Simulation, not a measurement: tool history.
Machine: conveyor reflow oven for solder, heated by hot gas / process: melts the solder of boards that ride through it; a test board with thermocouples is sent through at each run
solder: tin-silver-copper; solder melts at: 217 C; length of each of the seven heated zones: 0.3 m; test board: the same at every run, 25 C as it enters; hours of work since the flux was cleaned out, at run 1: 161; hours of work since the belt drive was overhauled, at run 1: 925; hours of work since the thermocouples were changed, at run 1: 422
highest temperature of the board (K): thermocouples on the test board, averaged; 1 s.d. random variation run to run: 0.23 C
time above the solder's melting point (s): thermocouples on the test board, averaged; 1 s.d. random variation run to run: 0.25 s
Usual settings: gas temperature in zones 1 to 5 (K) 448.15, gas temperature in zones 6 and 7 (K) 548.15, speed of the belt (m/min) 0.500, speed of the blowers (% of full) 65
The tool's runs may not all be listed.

run,hour,gas temperature in zones 1 to 5 (K),gas temperature in zones 6 and 7 (K),speed of the belt (m/min),speed of the blowers (% of full),hours of work since the flux was cleaned out,hours of work since the belt drive was overhauled,hours of work since the thermocouples were changed,highest temperature of the board (K),time above the solder's melting point (s)
1,0.0,448.15,548.15,0.500,65,161,925,422,530.15,57.2
2,41.9,448.15,548.15,0.500,65,188,953,449,529.85,56.5
3,93.5,448.15,548.15,0.500,52,222,986,483,526.85,54.2
# hour 114.5: flux residue cleaned out of gas plates and filters
# hour 133.2: thermocouples of zones 6 and 7 changed
4,161.4,448.15,548.15,0.500,65,29,1026,18,530.55,57.5
# hour 211.9: belt drive overhauled, speed set with a stopwatch
5,212.0,448.15,548.15,0.500,65,60,0,49,530.55,56.9
6,265.4,448.15,548.15,0.500,65,95,35,84,530.45,56.7
7,324.6,448.15,548.15,0.570,65,133,74,122,525.05,46.2
8,362.4,448.15,548.15,0.570,65,158,98,147,525.25,45.9
9,422.4,448.15,548.15,0.463,65,197,137,186,532.65,63.4
10,464.6,448.15,551.15,0.463,65,225,165,214,535.55,65.2
# hour 483.1: flux residue cleaned out of gas plates and filters
11,515.4,442.15,551.15,0.463,65,21,195,244,534.95,62.2
12,553.9,442.15,551.15,0.463,65,46,220,269,534.35,62.5
13,585.5,448.15,548.15,0.550,65,67,241,289,526.75,49.3
14,612.4,448.15,548.15,0.515,65,84,258,307,529.15,54.3
15,640.5,448.15,548.15,0.515,65,103,277,325,529.25,54.4
16,685.6,448.15,548.15,0.515,65,132,306,355,529.25,54.3
17,737.5,448.15,548.15,0.500,75,166,340,389,532.25,58.5
18,767.0,457.15,552.15,0.424,63,185,359,408,540.15,77.9
19,816.4,452.15,556.15,0.500,67,218,391,440,538.25,62.5
# hour 844.6: flux residue cleaned out of gas plates and filters
20,848.2,452.15,543.15,0.500,65,2,409,458,526.75,56.1
21,873.0,452.15,543.15,0.500,65,19,425,474,526.75,55.5
22,906.5,448.15,540.15,0.582,56,40,447,496,515.65,37.1
# hour 919.9: thermocouples of zones 6 and 7 changed
23,950.2,448.15,551.15,0.582,56,68,474,20,524.35,44.1
24,1011.0,456.15,548.15,0.500,65,107,514,59,531.65,60.8
25,1036.2,456.15,548.15,0.500,65,124,530,76,531.85,60.4
26,1075.1,456.15,548.15,0.500,65,149,556,101,532.05,60.6
27,1122.0,448.15,548.15,0.588,68,180,586,132,524.75,44.5
28,1151.5,448.15,548.15,0.588,68,199,606,151,524.75,44.4
# hour 1208.5: flux residue cleaned out of gas plates and filters
29,1214.9,437.15,548.15,0.500,55,4,644,189,525.95,50.3
30,1251.1,437.15,548.15,0.500,55,28,667,213,525.75,50.1

What if the next run were any one of these 3? Each begins from the tool's condition after run 30:
A,1301.7,437.15,548.15,0.469,74,61,700,246,?,?
B,1301.7,437.15,548.15,0.458,84,61,700,246,?,?
C,1301.7,452.15,548.15,0.500,55,61,700,246,?,?

run,highest temperature of the board (K),time above the solder's melting point (s)
A,532.45,59.0
B,534.55,62.3
C,528.95,57.4
With the hidden condition removed and each run's random variation left untouched, the same runs would have given:
run,highest temperature of the board (K),time above the solder's melting point (s)
A,532.55,58.9
B,534.65,62.2
C,528.95,57.3
